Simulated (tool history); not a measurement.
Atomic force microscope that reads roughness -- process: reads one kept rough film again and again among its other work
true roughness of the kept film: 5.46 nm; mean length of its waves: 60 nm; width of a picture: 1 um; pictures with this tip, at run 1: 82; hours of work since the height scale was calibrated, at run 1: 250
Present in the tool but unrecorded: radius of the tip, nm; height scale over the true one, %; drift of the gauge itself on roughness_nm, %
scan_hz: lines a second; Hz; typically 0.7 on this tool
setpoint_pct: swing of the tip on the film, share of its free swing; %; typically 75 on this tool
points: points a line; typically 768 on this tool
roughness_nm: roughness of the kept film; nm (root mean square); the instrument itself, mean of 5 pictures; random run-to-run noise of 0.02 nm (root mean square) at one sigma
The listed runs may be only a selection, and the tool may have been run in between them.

run	hour	scan_hz	setpoint_pct	points	pictures with this tip	hours of work since the height scale was calibrated	roughness_nm
1	0	0.7	75	768	82	250	4.86
2	9.9	0.7	75	768	99	256	4.838
3	23.7	0.7	75	768	123	263	4.817
4	30.3	0.7	75	768	134	267	4.78
5	44.6	0.7	75	768	159	274	4.768
6	53.1	0.7	75	768	173	279	4.764
7	61.2	0.7	85	768	187	283	4.534
8	67.7	0.897	68	443	198	287	4.769
# hour 69.4: height scale calibrated on a step standard
9	81.2	0.897	68	443	220	6	4.737
10	92	2.179	75	492	239	12	4.15
11	102.3	0.748	75	768	256	18	4.607
12	108.9	0.748	60	768	268	22	4.756
# hour 115.3: new tip fitted
13	116.4	0.748	60	768	2	25	5.125
14	129	0.876	75	283	23	32	4.875

Forecast each of these 4 alternatives for the next run:
# hour 138.1: height scale calibrated on a step standard, once more
A	138.7	1.186	75	759	38	0	?
# hour 138.1: height scale calibrated on a step standard, once more
B	138.7	2.376	71	456	38	0	?
# hour 138.1: height scale calibrated on a step standard, once more
C	138.7	1.45	67	640	38	0	?
# hour 138.1: height scale calibrated on a step standard, once more
D	138.7	1.269	85	855	38	0	?

run	roughness_nm
A	4.755
B	4.455
C	4.838
D	4.454
Without the tool's hidden state the same runs would have given:
run	roughness_nm
A	4.809
B	4.506
C	4.893
D	4.505

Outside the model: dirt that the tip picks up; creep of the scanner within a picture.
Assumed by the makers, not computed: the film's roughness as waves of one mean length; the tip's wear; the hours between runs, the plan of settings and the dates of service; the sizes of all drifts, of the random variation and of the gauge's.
